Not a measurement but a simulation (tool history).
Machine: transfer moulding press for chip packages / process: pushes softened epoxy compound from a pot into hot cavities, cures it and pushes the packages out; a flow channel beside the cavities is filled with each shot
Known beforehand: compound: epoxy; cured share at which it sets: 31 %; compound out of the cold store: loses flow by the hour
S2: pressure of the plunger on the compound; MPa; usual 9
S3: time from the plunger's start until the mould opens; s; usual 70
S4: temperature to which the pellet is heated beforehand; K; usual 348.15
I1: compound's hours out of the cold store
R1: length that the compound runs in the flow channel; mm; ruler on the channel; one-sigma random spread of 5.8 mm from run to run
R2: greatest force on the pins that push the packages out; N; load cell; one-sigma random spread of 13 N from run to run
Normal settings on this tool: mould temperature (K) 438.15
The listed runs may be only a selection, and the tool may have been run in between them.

{"run": 1, "hour": 0.0, "mould temperature (K)": 438.15, "S2": 9, "S3": 70, "S4": 348.15, "I1": 9.9, "R1": 1007, "R2": 795}
{"run": 2, "hour": 18.8, "mould temperature (K)": 438.15, "S2": 6.83, "S3": 70, "S4": 348.15, "I1": 19.5, "R1": 808, "R2": 891}
{"run": 3, "hour": 32.5, "mould temperature (K)": 438.15, "S2": 9, "S3": 70, "S4": 348.15, "I1": 22.7, "R1": 922, "R2": 893}
{"run": 4, "hour": 49.9, "mould temperature (K)": 438.15, "S2": 9, "S3": 70, "S4": 348.15, "I1": 34.4, "R1": 857, "R2": 868}
{"run": 5, "hour": 62.0, "mould temperature (K)": 438.15, "S2": 9, "S3": 70, "S4": 348.15, "I1": 13.7, "R1": 964, "R2": 974}
{"run": 6, "hour": 72.3, "mould temperature (K)": 438.15, "S2": 9, "S3": 70, "S4": 348.15, "I1": 44.1, "R1": 803, "R2": 631}
{"run": 7, "hour": 92.4, "mould temperature (K)": 438.15, "S2": 9, "S3": 70, "S4": 348.15, "I1": 37.5, "R1": 833, "R2": 770}
{"run": 8, "hour": 101.2, "mould temperature (K)": 438.15, "S2": 9, "S3": 70, "S4": 348.15, "I1": 34.1, "R1": 843, "R2": 850}
{"run": 9, "hour": 115.3, "mould temperature (K)": 432.15, "S2": 9, "S3": 70, "S4": 348.15, "I1": 40.1, "R1": 827, "R2": 1255}
{"run": 10, "hour": 136.2, "mould temperature (K)": 438.15, "S2": 9, "S3": 88, "S4": 348.15, "I1": 41.2, "R1": 809, "R2": 630}
{"run": 11, "hour": 152.9, "mould temperature (K)": 438.15, "S2": 9, "S3": 70, "S4": 341.15, "I1": 44.3, "R1": 821, "R2": 618}
{"run": 12, "hour": 170.4, "mould temperature (K)": 438.15, "S2": 9, "S3": 70, "S4": 341.15, "I1": 34, "R1": 867, "R2": 764}
{"run": 13, "hour": 190.3, "mould temperature (K)": 438.15, "S2": 9, "S3": 70, "S4": 341.15, "I1": 28.1, "R1": 905, "R2": 891}
{"run": 14, "hour": 202.5, "mould temperature (K)": 438.15, "S2": 9, "S3": 70, "S4": 341.15, "I1": 37.4, "R1": 841, "R2": 894}
{"run": 15, "hour": 211.4, "mould temperature (K)": 442.15, "S2": 10.15, "S3": 70, "S4": 348.15, "I1": 19.2, "R1": 991, "R2": 752}
{"run": 16, "hour": 221.2, "mould temperature (K)": 442.15, "S2": 10.15, "S3": 70, "S4": 348.15, "I1": 47, "R1": 836, "R2": 710}
{"run": 17, "hour": 241.7, "mould temperature (K)": 438.15, "S2": 9, "S3": 84, "S4": 341.15, "I1": 41.1, "R1": 838, "R2": 527}
{"run": 18, "hour": 254.6, "mould temperature (K)": 438.15, "S2": 9, "S3": 55, "S4": 349.15, "I1": 29.8, "R1": 876, "R2": 1524}
{"run": 19, "hour": 265.2, "mould temperature (K)": 438.15, "S2": 9, "S3": 55, "S4": 349.15, "I1": 42.9, "R1": 809, "R2": 1470}
{"run": 20, "hour": 278.2, "mould temperature (K)": 431.15, "S2": 9, "S3": 75, "S4": 348.15, "I1": 29.5, "R1": 896, "R2": 1210}
{"run": 21, "hour": 295.5, "mould temperature (K)": 431.15, "S2": 9.76, "S3": 77, "S4": 338.15, "I1": 23.2, "R1": 953, "R2": 1239}
{"run": 22, "hour": 307.4, "mould temperature (K)": 438.15, "S2": 9, "S3": 70, "S4": 340.15, "I1": 26.4, "R1": 879, "R2": 980}
{"run": 23, "hour": 322.9, "mould temperature (K)": 438.15, "S2": 9, "S3": 70, "S4": 340.15, "I1": 26.5, "R1": 884, "R2": 738}
{"run": 24, "hour": 342.1, "mould temperature (K)": 442.15, "S2": 9, "S3": 72, "S4": 340.15, "I1": 13.1, "R1": 993, "R2": 667}
{"run": 25, "hour": 353.4, "mould temperature (K)": 434.15, "S2": 9, "S3": 70, "S4": 339.15, "I1": 39.1, "R1": 868, "R2": 1119}
{"run": 26, "hour": 363.6, "mould temperature (K)": 434.15, "S2": 9, "S3": 70, "S4": 339.15, "I1": 18.6, "R1": 959, "R2": 1258}
{"run": 27, "hour": 378.4, "mould temperature (K)": 438.15, "S2": 9.45, "S3": 76, "S4": 348.15, "I1": 18.4, "R1": 976, "R2": 795}

Removed from this log: 6 entries logged between the listed runs. Between which two listed runs does each belong, and how does the tool's hidden state at the listed run before it compare with that at the listed run after it?
Runs 5 to 6: cavities cleaned with cleaning compound and waxed (hour 67.7)
  pressure that reaches the compound, % of what is set: 94.69 -> 94.22; grip of the stained cavities, % over clean ones': 50.5 -> 10.7
  difference, measured minus the result without the unlogged condition, R1: -27 -> -24 mm; R2: +328 -> +64 N
Runs 10 to 11: plunger's sealing rings changed (hour 150.3); cavities cleaned with cleaning compound and waxed (hour 151.8)
  true mould temperature over the reading, C: -0.11 -> -0.12; pressure that reaches the compound, % of what is set: 90.84 -> 99.2; grip of the stained cavities, % over clean ones': 49.6 -> 5.5
  difference, measured minus the result without the unlogged condition, R1: -40 -> -3 mm; R2: +208 -> +37 N
Runs 16 to 17: cavities cleaned with cleaning compound and waxed (hour 232.3)
  true mould temperature over the reading, C: -0.16 -> -0.17; pressure that reaches the compound, % of what is set: 95.67 -> 94.63; grip of the stained cavities, % over clean ones': 49.7 -> 17.9
  difference, measured minus the result without the unlogged condition, R1: -19 -> -23 mm; R2: +240 -> +82 N
Runs 22 to 23: cavities cleaned with cleaning compound and waxed (hour 313.8)
  true mould temperature over the reading, C: -0.2 -> -0.21; pressure that reaches the compound, % of what is set: 91.22 -> 90.52; grip of the stained cavities, % over clean ones': 50.3 -> 17.2
  difference, measured minus the result without the unlogged condition, R1: -41 -> -45 mm; R2: +336 -> +117 N
Runs 23 to 24: plunger's sealing rings changed (hour 335.4)
  true mould temperature over the reading, C: -0.21 -> -0.22; pressure that reaches the compound, % of what is set: 90.52 -> 99.36; grip of the stained cavities, % over clean ones': 17.2 -> 34.9
  difference, measured minus the result without the unlogged condition, R1: -45 -> -2 mm; R2: +117 -> +179 N

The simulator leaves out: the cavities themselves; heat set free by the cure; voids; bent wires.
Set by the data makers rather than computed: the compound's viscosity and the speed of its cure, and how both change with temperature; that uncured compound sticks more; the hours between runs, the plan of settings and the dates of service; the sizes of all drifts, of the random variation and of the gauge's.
